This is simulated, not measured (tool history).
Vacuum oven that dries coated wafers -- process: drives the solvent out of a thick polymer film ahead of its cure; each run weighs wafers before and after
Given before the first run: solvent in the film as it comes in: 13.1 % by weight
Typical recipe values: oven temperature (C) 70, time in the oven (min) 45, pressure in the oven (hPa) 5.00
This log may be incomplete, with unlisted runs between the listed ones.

run,hour,oven temperature (C),time in the oven (min),pressure in the oven (hPa),solvent left in the film (%)
1,0.0,70,45,5.00,3.21
2,41.9,70,45,5.00,3.19
3,77.6,70,45,5.00,3.18
# hour 117.6: oven's thermocouples calibrated
4,131.9,70,45,5.00,2.77
5,184.6,70,45,5.00,2.88
6,230.2,70,45,5.00,2.94
7,282.6,70,45,5.00,2.88
8,331.4,70,45,5.00,2.90
9,356.6,70,45,5.00,2.91
10,395.4,70,45,5.00,3.01
11,454.9,70,61,5.00,2.05
12,511.8,70,45,2.65,2.78
13,538.8,70,24,2.66,5.04
14,567.0,70,24,2.66,4.97
15,618.7,77,45,5.00,1.73
16,653.0,74,45,5.00,2.23
17,685.5,66,32,6.26,5.51
18,730.4,66,32,6.26,5.54
19,760.9,66,49,6.26,4.02
20,787.3,75,76,18.75,2.58
21,821.0,75,76,18.75,2.60

Each row is a separate what-if for the run after 21, all from the same tool condition, not one after another. Results?
A,848.6,74,45,14.65,?
B,848.6,56,76,18.94,?
C,848.6,70,28,11.32,?
D,848.6,75,22,3.69,?

run,solvent left in the film (%)
A,3.41
B,7.74
C,5.56
D,4.35
Take away the tool's hidden state, keep each run's random variation, and the runs would have read:
run,solvent left in the film (%)
A,2.92
B,6.93
C,5.07
D,3.92
